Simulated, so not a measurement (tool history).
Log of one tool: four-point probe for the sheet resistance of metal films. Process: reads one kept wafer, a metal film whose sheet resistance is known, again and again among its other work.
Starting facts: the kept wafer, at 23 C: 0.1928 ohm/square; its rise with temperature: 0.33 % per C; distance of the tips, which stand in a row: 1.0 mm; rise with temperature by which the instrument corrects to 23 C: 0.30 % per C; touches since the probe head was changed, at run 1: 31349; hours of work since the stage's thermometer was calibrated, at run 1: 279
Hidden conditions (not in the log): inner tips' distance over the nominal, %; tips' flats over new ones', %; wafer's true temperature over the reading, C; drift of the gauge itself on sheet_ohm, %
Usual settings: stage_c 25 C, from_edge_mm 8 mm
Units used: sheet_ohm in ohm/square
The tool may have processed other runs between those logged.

run	hour	stage_c	from_edge_mm	touches since the probe head was changed	hours of work since the stage's thermometer was calibrated	sheet_ohm
1	0	25	8	31349	279	0.194517
2	10.7	25	8	31722	284	0.19456
3	21.6	25	8	32101	288	0.194488
4	40.9	25	8	32775	297	0.194545
5	59.5	25	8	33425	305	0.194556
6	82.6	33	8	34232	315	0.195051
7	96.6	33	8	34720	321	0.195057
8	109.3	25	19	35164	327	0.193212
9	123.8	25	19	35667	333	0.193205
10	144.8	25	19	36401	342	0.193247
11	163.9	25	13	37069	351	0.193596
12	185.5	25	13	37821	360	0.193517
13	205	25	13	38501	369	0.19357
14	215.1	25	19	38854	373	0.193265
15	226.3	20	53	39245	378	0.19261
16	245.9	20	53	39928	387	0.192664
17	258.1	18	5	40355	392	0.196546
18	279	21	4	41084	401	0.198927
19	289.6	23	62	41453	406	0.192773
20	310.9	24	15	42198	415	0.193341
21	329.8	25	15	42857	424	0.193345
22	346.3	21	44	43433	431	0.192699
23	356.2	25	5	43777	435	0.197032

Forecast each of these 5 alternatives for the next run:
A	366.3	25	31	44131	440	?
B	366.3	22	8	44131	440	?
C	366.3	19	14	44131	440	?
D	366.3	32	39	44131	440	?
E	366.3	31	5	44131	440	?

run	sheet_ohm
A	0.19296
B	0.194396
C	0.193169
D	0.193505
E	0.197376
Take away the tool's hidden state, keep each run's random variation, and the runs would have read:
run	sheet_ohm
A	0.192952
B	0.194388
C	0.193161
D	0.193498
E	0.197368
